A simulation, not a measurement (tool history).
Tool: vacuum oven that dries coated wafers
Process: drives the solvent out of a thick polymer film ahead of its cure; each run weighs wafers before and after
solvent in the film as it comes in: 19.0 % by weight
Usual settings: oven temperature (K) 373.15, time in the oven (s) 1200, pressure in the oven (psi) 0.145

run   hour  oven temperature (K)  time in the oven (s)  pressure in the oven (psi)  solvent left in the film (%)
  1      0                373.15                  1200                       0.145                          3.14
  2    8.2                373.15                  1200                       0.145                           3.1
  3   19.3                384.15                  1200                       0.145                          0.85
  4   28.7                373.15                   960                       0.145                          4.22
  5     39                373.15                   960                       0.145                          4.18
  6   50.2                373.15                   960                       0.145                           4.2
  7   60.8                373.15                   960                       0.145                          4.25
  8   74.4                371.15                  1500                       0.524                          4.17
  9   87.1                381.15                   900                       0.524                          3.03
 10   97.9                381.15                   900                       0.524                             3
 11  109.2                387.15                   900                       0.524                          1.77
 12  124.7                373.15                  1380                       0.145                          2.54
 13    137                373.15                  1380                       0.145                          2.55
 14  149.7                373.15                  1560                       0.177                          2.24

Hidden state or all else? Some run-to-run changes of solvent left in the film (%), split into what the settings, what came in and random variation would give without the hidden state, and what is left for the hidden state (with any gauge scatter that isn't in both results):
The hidden state here: true wafer temperature over the reading, C; true pressure over the reading, kPa; drift of the gauge itself on solvent_pct, %.
Run 3 -> 4: oven temperature (K) 384.15 -> 373.15, time in the oven (s) 1200 -> 960. solvent left in the film (%) +3.37: hidden state -0.16, all else +3.53.
